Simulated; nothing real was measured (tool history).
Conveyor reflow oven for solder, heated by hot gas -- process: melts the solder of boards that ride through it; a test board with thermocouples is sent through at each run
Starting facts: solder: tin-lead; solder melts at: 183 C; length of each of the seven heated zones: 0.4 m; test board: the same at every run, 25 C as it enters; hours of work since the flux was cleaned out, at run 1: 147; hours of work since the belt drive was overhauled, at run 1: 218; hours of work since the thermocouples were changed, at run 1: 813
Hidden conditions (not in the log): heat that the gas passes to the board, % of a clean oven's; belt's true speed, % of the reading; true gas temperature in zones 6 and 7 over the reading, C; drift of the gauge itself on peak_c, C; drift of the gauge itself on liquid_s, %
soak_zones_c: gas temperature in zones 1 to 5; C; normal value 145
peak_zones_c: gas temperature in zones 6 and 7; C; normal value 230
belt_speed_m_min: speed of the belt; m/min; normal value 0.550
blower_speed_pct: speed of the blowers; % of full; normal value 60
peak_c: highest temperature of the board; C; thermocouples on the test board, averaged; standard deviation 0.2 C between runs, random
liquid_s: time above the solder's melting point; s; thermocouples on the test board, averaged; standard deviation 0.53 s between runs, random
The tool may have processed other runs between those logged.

run    hour  soak_zones_c  peak_zones_c  belt_speed_m_min  blower_speed_pct  hours of work since the flux was cleaned out  hours of work since the belt drive was overhauled  hours of work since the thermocouples were changed  peak_c  liquid_s
  1     0.0           145           230             0.550                60                                           147                                                218                                                 813   216.4      67.7
  2    48.4           145           244             0.550                60                                           172                                                244                                                 838   228.9      76.6
  3   109.7           145           244             0.550                60                                           204                                                276                                                 870   228.9      77.3
  4   171.2           150           230             0.550                60                                           237                                                308                                                 903   217.2      71.9
  5   211.9           145           230             0.550                60                                           258                                                330                                                 924   216.2      68.7
  6   276.2           145           230             0.550                60                                           292                                                363                                                 958   216.4      68.3
  7   322.1           145           230             0.550                75                                           316                                                388                                                 982   219.6      71.7
  8   378.0           145           230             0.550                75                                           345                                                417                                                1012   219.3      70.9
  9   418.7           145           230             0.550                75                                           367                                                438                                                1033   219.4      71.6
 10   455.9           145           230             0.550                75                                           386                                                458                                                1052   219.4      70.8
 11   504.0           145           230             0.550                75                                           412                                                483                                                1078   218.9      70.6
 12   590.8           145           230             0.550                75                                           457                                                529                                                1123   219.5      69.7
      644.5  -- flux residue cleaned out of gas plates and filters
      670.2  -- thermocouples of zones 6 and 7 changed
 13   677.7           145           230             0.550                75                                            16                                                571                                                   4   219.6      70.0
 14   739.7           145           230             0.550                75                                            49                                                604                                                  37   219.0      70.5
 15   815.8           145           230             0.550                75                                            89                                                644                                                  77   219.1      70.2
 16   898.1           145           230             0.647                89                                           132                                                687                                                 120   217.3      58.4
 17   982.7           145           241             0.647                73                                           177                                                731                                                 164   224.2      62.3
 18  1045.4           145           241             0.647                73                                           210                                                764                                                 197   224.0      62.9
 19  1113.6           145           241             0.647                73                                           246                                                800                                                 233   224.1      62.1
 20  1165.9           145           241             0.647                73                                           273                                                828                                                 261   223.9      61.6
 21  1207.8           145           241             0.647                73                                           295                                                850                                                 283   224.1      62.3
 22  1249.6           145           235             0.571                60                                           317                                                872                                                 305   219.8      68.5
 23  1320.5           145           235             0.571                60                                           355                                                909                                                 342   219.6      68.4
 24  1390.9           145           235             0.571                60                                           392                                                946                                                 379   219.8      68.7
 25  1446.5           145           224             0.571                84                                           421                                                975                                                 408   214.0      65.6
 26  1529.8           145           224             0.571                84                                           465                                               1019                                                 452   214.2      65.4
     1568.3  -- flux residue cleaned out of gas plates and filters
 27  1598.0           145           226             0.571                84                                            16                                               1052                                                 485   215.8      65.5
 28  1671.8           145           230             0.648                60                                            54                                               1091                                                 524   211.8      51.9
 29  1741.8           135           230             0.550                60                                            91                                               1128                                                 561   214.7      63.0
 30  1799.6           133           230             0.562                60                                           122                                               1159                                                 592   213.3      59.1

Predict each of these 5 candidate next runs independently; none follows another, all start after run 30:
  A  1848.5           145           239             0.597                60                                           147                                               1184                                                 617       ?         ?
  B  1848.5           141           230             0.638                60                                           147                                               1184                                                 617       ?         ?
  C  1848.5           133           230             0.546                60                                           147                                               1184                                                 617       ?         ?
  D  1848.5           133           230             0.519                60                                           147                                               1184                                                 617       ?         ?
  E  1848.5           145           233             0.550                72                                           147                                               1184                                                 617       ?         ?

run  peak_c  liquid_s
  A   221.7      66.7
  B   211.0      51.8
  C   214.7      61.9
  D   216.4      66.7
  E   221.8      74.3
With the hidden condition removed and each run's random variation left untouched, the same runs would have given:
run  peak_c  liquid_s
  A   221.6      66.5
  B   211.0      51.6
  C   214.7      61.7
  D   216.4      66.6
  E   221.8      74.2

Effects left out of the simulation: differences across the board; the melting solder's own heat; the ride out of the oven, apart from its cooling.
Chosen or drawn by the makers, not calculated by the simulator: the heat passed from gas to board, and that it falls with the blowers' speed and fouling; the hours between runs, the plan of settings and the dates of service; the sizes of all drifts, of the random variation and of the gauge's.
